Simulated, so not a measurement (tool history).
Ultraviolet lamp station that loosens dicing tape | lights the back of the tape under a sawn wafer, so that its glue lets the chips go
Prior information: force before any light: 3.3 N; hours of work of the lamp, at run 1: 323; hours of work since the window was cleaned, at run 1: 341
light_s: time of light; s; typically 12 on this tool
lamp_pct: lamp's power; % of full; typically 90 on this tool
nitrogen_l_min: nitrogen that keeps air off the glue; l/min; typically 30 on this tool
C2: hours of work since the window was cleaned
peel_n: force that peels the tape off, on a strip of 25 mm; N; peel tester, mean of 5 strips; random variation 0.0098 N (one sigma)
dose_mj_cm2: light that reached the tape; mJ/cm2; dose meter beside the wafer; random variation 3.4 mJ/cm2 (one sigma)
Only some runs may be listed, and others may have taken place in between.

{"run": 1, "hour": 0.0, "light_s": 12, "lamp_pct": 90, "nitrogen_l_min": 30, "hours of work of the lamp": 323, "C2": 341, "peel_n": 0.668, "dose_mj_cm2": 395}
{"hour": 7.5, "done": "window cleaned of glue's vapour"}
{"run": 2, "hour": 17.1, "light_s": 12, "lamp_pct": 90, "nitrogen_l_min": 30, "hours of work of the lamp": 333, "C2": 6, "peel_n": 0.523, "dose_mj_cm2": 468}
{"run": 3, "hour": 26.4, "light_s": 19, "lamp_pct": 90, "nitrogen_l_min": 30, "hours of work of the lamp": 339, "C2": 12, "peel_n": 0.296, "dose_mj_cm2": 737}
{"run": 4, "hour": 45.0, "light_s": 12, "lamp_pct": 90, "nitrogen_l_min": 28, "hours of work of the lamp": 351, "C2": 24, "peel_n": 0.539, "dose_mj_cm2": 463}
{"run": 5, "hour": 65.9, "light_s": 12, "lamp_pct": 90, "nitrogen_l_min": 30, "hours of work of the lamp": 364, "C2": 37, "peel_n": 0.518, "dose_mj_cm2": 455}
{"run": 6, "hour": 81.1, "light_s": 12, "lamp_pct": 90, "nitrogen_l_min": 12, "hours of work of the lamp": 374, "C2": 47, "peel_n": 0.83, "dose_mj_cm2": 444}
{"run": 7, "hour": 96.3, "light_s": 16, "lamp_pct": 90, "nitrogen_l_min": 12, "hours of work of the lamp": 384, "C2": 57, "peel_n": 0.61, "dose_mj_cm2": 594}
{"run": 8, "hour": 115.1, "light_s": 7, "lamp_pct": 95, "nitrogen_l_min": 29, "hours of work of the lamp": 396, "C2": 69, "peel_n": 1.038, "dose_mj_cm2": 273}
{"run": 9, "hour": 130.1, "light_s": 12, "lamp_pct": 75, "nitrogen_l_min": 14, "hours of work of the lamp": 405, "C2": 78, "peel_n": 1.031, "dose_mj_cm2": 366}
{"run": 10, "hour": 142.9, "light_s": 16, "lamp_pct": 90, "nitrogen_l_min": 12, "hours of work of the lamp": 413, "C2": 86, "peel_n": 0.591, "dose_mj_cm2": 581}
{"run": 11, "hour": 153.5, "light_s": 16, "lamp_pct": 67, "nitrogen_l_min": 12, "hours of work of the lamp": 420, "C2": 93, "peel_n": 0.905, "dose_mj_cm2": 432}
{"run": 12, "hour": 173.7, "light_s": 16, "lamp_pct": 67, "nitrogen_l_min": 12, "hours of work of the lamp": 433, "C2": 106, "peel_n": 0.935, "dose_mj_cm2": 422}

Subtracting, for every run, the result it would have given without the tool's unlogged condition from the measured result gives the following. The same run-to-run variation enters both numbers; the gauge's scatter may not:
Hidden state present: lamp's light, % of a new lamp's; light that the window lets through, % of a clean one's; drift of the gauge itself on peel_n, %; drift of the gauge itself on dose_mj_cm2, %.
run=1 peel_n=+0.231 dose_mj_cm2=-152
run=2 peel_n=+0.094 dose_mj_cm2=-78
run=3 peel_n=+0.036 dose_mj_cm2=-126
run=4 peel_n=+0.107 dose_mj_cm2=-86
run=5 peel_n=+0.112 dose_mj_cm2=-92
run=6 peel_n=+0.175 dose_mj_cm2=-97
run=7 peel_n=+0.141 dose_mj_cm2=-134
run=8 peel_n=+0.224 dose_mj_cm2=-65
run=9 peel_n=+0.232 dose_mj_cm2=-92
run=10 peel_n=+0.158 dose_mj_cm2=-152
run=11 peel_n=+0.226 dose_mj_cm2=-116
run=12 peel_n=+0.245 dose_mj_cm2=-122

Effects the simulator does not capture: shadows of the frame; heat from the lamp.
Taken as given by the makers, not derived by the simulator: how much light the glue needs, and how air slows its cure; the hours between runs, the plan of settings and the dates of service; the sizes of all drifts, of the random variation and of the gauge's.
